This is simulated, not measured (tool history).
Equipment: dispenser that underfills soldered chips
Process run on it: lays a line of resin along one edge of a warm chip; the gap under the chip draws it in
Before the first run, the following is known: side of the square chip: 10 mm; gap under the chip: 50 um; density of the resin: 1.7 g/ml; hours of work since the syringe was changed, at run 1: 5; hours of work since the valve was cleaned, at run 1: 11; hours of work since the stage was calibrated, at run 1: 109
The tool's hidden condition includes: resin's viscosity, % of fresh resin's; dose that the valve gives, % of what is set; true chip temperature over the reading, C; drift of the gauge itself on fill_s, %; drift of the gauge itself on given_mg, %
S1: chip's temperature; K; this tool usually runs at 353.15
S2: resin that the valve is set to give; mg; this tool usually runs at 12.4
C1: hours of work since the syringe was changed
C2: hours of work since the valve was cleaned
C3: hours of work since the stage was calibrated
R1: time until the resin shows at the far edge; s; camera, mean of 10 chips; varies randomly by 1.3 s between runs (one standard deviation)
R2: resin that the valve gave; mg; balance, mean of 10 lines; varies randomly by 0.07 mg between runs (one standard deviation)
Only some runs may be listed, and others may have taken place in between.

run	hour	S1	S2	C1	C2	C3	R1	R2
1	0.0	353.15	12.4	5	11	109	191.5	12.28
2	2.4	353.15	12.4	7	12	111	223.4	12.22
3	6.6	353.15	12.4	10	15	114	284.4	12.23
# hour 9.3: new syringe of resin
4	10.6	353.15	12.4	1	18	116	128.7	12.32
5	15.8	353.15	12.4	4	21	120	179.8	12.25
6	20.0	353.15	12.4	7	24	122	225.5	12.37
7	23.8	353.15	15.1	10	26	125	275.6	14.78
# hour 26.2: new syringe of resin
8	27.6	363.15	15.1	1	29	127	94.6	14.82
9	33.1	353.15	12.4	5	32	131	180.7	12.21
10	36.6	353.15	12.4	7	35	133	223.6	12.07
11	39.7	353.15	12.4	9	37	135	268.1	12.04
# hour 43.5: new syringe of resin
12	45.7	339.15	13.8	1	40	139	217.1	13.44
13	51.3	339.15	13.8	5	44	143	296.5	13.55
14	55.0	340.15	12.2	8	47	145	368.6	11.93
15	59.8	366.15	11.8	11	50	148	216.5	11.60
# hour 60.4: new syringe of resin
16	63.0	365.15	15.9	2	52	150	95.5	15.49
17	69.0	353.15	14.7	6	56	154	197.8	14.30
18	72.9	341.15	15.8	8	58	157	365.6	15.35
# hour 77.6: new syringe of resin
19	78.2	341.15	15.8	0	61	160	173.0	15.52
20	83.6	341.15	15.8	4	65	164	240.2	15.22
21	86.5	348.15	15.0	6	67	166	228.1	14.51

Difference, measured minus no-hidden-state, one row per run. Run-to-run variation is common to both terms; the gauge's own scatter need not be:
run	R1	R2
1	+70.7	-0.08
2	+101.4	-0.08
3	+162.9	-0.10
4	+8.1	-0.12
5	+56.0	-0.13
6	+104.2	-0.16
7	+157.3	-0.20
8	+6.9	-0.21
9	+59.7	-0.20
10	+101.7	-0.21
11	+146.3	-0.22
12	+25.6	-0.28
13	+108.0	-0.30
14	+180.7	-0.27
15	+133.8	-0.29
16	+13.4	-0.40
17	+77.9	-0.40
18	+189.8	-0.44
19	-1.3	-0.47
20	+64.2	-0.49
21	+87.7	-0.48

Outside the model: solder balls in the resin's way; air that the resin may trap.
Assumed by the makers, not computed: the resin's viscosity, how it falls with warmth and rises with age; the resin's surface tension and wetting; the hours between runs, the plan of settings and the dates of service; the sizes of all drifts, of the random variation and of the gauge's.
